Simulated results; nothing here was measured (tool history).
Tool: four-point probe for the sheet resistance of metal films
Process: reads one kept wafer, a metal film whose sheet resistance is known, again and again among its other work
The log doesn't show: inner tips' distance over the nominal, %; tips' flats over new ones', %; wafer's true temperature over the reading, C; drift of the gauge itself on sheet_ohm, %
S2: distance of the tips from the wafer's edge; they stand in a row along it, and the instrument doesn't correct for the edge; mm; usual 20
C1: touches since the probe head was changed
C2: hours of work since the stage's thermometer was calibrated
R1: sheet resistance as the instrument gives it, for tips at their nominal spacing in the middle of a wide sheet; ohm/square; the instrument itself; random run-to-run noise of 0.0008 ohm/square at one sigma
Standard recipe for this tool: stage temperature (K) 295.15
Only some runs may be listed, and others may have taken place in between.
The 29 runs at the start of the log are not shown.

Run 30, hour 2058.7: usual settings but stage temperature (K) 296.15, S2 14 mm; C1 21883; C2 373. Result: R1 4.021687 ohm/square.
Run 31, hour 2101.7: usual settings but S2 33 mm; C1 22340; C2 393. Result: R1 4.023691 ohm/square.
Run 32, hour 2180.8: usual settings but stage temperature (K) 294.15, S2 6 mm; C1 23180; C2 431. Result: R1 4.040488 ohm/square.
Run 33, hour 2231.5: usual settings but stage temperature (K) 302.15, S2 30 mm; C1 23719; C2 454. Result: R1 4.00287 ohm/square.
Run 34, hour 2281.8: usual settings but stage temperature (K) 302.15, S2 30 mm; C1 24254; C2 478. Result: R1 4.003985 ohm/square.
Run 35, hour 2352.6: usual settings but S2 71 mm; C1 25006; C2 511. Result: R1 4.024288 ohm/square.
Run 36, hour 2428.9: usual settings but stage temperature (K) 308.15, S2 8 mm; C1 25817; C2 547. Result: R1 3.993595 ohm/square.
Run 37, hour 2521.3: usual settings but stage temperature (K) 298.15; C1 26798; C2 591. Result: R1 4.017665 ohm/square.
Run 38, hour 2608.6: usual settings but stage temperature (K) 297.15, S2 63 mm; C1 27725; C2 632. Result: R1 4.020444 ohm/square.
Run 39, hour 2707.3: usual settings but stage temperature (K) 291.15, S2 56 mm; C1 28774; C2 678. Result: R1 4.040019 ohm/square.
Run 40, hour 2761: usual settings but stage temperature (K) 297.15, S2 15 mm; C1 29344; C2 704. Result: R1 4.024912 ohm/square.
Run 41, hour 2809.1: usual settings but stage temperature (K) 297.15, S2 15 mm; C1 29856; C2 726. Result: R1 4.024241 ohm/square.
Run 42, hour 2882.8: usual settings but stage temperature (K) 297.15, S2 15 mm; C1 30639; C2 761. Result: R1 4.024923 ohm/square.
Run 43, hour 2944.4: usual settings but stage temperature (K) 300.15, S2 7 mm; C1 31293; C2 790. Result: R1 4.025175 ohm/square.
Run 44, hour 3033: usual settings but stage temperature (K) 300.15, S2 7 mm; C1 32235; C2 832. Result: R1 4.025306 ohm/square.

Below are 5 alternative next runs, each starting from the tool's condition after run 44. Predict each:
Run A, hour 3126.1: usual settings but stage temperature (K) 300.15, S2 4 mm; C1 33223; C2 875. Result: R1 ?.
Run B, hour 3126.1: usual settings but stage temperature (K) 292.15, S2 7 mm; C1 33223; C2 875. Result: R1 ?.
Run C, hour 3126.1: usual settings but stage temperature (K) 294.15, S2 12 mm; C1 33223; C2 875. Result: R1 ?.
Run D, hour 3126.1: usual settings but S2 11 mm; C1 33223; C2 875. Result: R1 ?.
Run E, hour 3126.1: usual settings but S2 70 mm; C1 33223; C2 875. Result: R1 ?.

run        R1
  A  4.050744
  B  4.053776
  C  4.036242
  D  4.036513
  E  4.031538
What these runs would have given with no unlogged condition in the tool:
run        R1
  A  4.030623
  B  4.033566
  C  4.016134
  D  4.016412
  E   4.01146
